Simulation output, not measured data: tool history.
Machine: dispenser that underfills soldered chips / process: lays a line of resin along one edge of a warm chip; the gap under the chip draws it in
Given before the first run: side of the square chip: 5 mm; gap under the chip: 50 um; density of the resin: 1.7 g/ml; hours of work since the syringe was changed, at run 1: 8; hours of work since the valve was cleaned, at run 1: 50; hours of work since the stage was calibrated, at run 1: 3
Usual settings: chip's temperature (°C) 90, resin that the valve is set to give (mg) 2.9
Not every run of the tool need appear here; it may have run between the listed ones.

| run | hour | chip's temperature (°C) | resin that the valve is set to give (mg) | hours of work since the syringe was changed | hours of work since the valve was cleaned | hours of work since the stage was calibrated | time until the resin shows at the far edge (s) | resin that the valve gave (mg) |
|---|---|---|---|---|---|---|---|---|
| 1 | 0 | 90 | 2.9 | 8 | 50 | 3 | 71.6 | 2.75 |
|  | 4.2 | new syringe of resin |
| 2 | 4.7 | 90 | 2.91 | 0 | 54 | 6 | 39.3 | 2.73 |
| 3 | 8.8 | 98 | 2.9 | 4 | 57 | 10 | 36.7 | 2.77 |
| 4 | 11.9 | 94 | 2.9 | 6 | 60 | 12 | 52.4 | 2.76 |
| 5 | 14.2 | 90 | 2.9 | 8 | 61 | 14 | 71.5 | 2.69 |
| 6 | 17.6 | 90 | 2.9 | 11 | 64 | 17 | 87.3 | 2.65 |
|  | 18.3 | new syringe of resin |
| 7 | 21.3 | 90 | 2.9 | 2 | 67 | 19 | 47.3 | 2.74 |
| 8 | 23.3 | 90 | 2.9 | 4 | 68 | 21 | 53.9 | 2.72 |
| 9 | 27.3 | 79 | 2.9 | 7 | 71 | 24 | 114.6 | 2.77 |
| 10 | 30.9 | 79 | 2.9 | 10 | 74 | 27 | 144 | 2.76 |
|  | 32.2 | new syringe of resin |
| 11 | 35.2 | 79 | 2.9 | 2 | 77 | 30 | 79.5 | 2.65 |
| 12 | 38.6 | 90 | 2.9 | 5 | 80 | 33 | 59.1 | 2.59 |
| 13 | 41.2 | 90 | 2.9 | 7 | 82 | 35 | 68.7 | 2.64 |
| 14 | 44.7 | 90 | 2.9 | 10 | 85 | 37 | 86.5 | 2.72 |
|  | 46.3 | new syringe of resin |
| 15 | 49.4 | 90 | 2.9 | 2 | 88 | 41 | 47.8 | 2.69 |
| 16 | 52.3 | 90 | 2.9 | 5 | 91 | 43 | 57.6 | 2.68 |
| 17 | 56.7 | 103 | 2.9 | 8 | 94 | 47 | 42.6 | 2.64 |
| 18 | 58.7 | 103 | 3.47 | 10 | 96 | 48 | 46.1 | 3.12 |
|  | 60.2 | new syringe of resin |
| 19 | 63.2 | 103 | 3.47 | 2 | 99 | 52 | 26.5 | 3.15 |
| 20 | 67 | 90 | 2.97 | 5 | 102 | 55 | 60.9 | 2.76 |
| 21 | 69.2 | 85 | 2.88 | 7 | 104 | 56 | 88 | 2.56 |

Predict the results of run 22:
| 22 | 73.2 | 85 | 2.88 | 10 | 107 | 60 | ? | ? |

time until the resin shows at the far edge (s): 113.9
resin that the valve gave (mg): 2.57
With the hidden condition absent and the run-to-run variation left alone, this run would have shown time until the resin shows at the far edge (s) 48.6, resin that the valve gave (mg) 2.87.
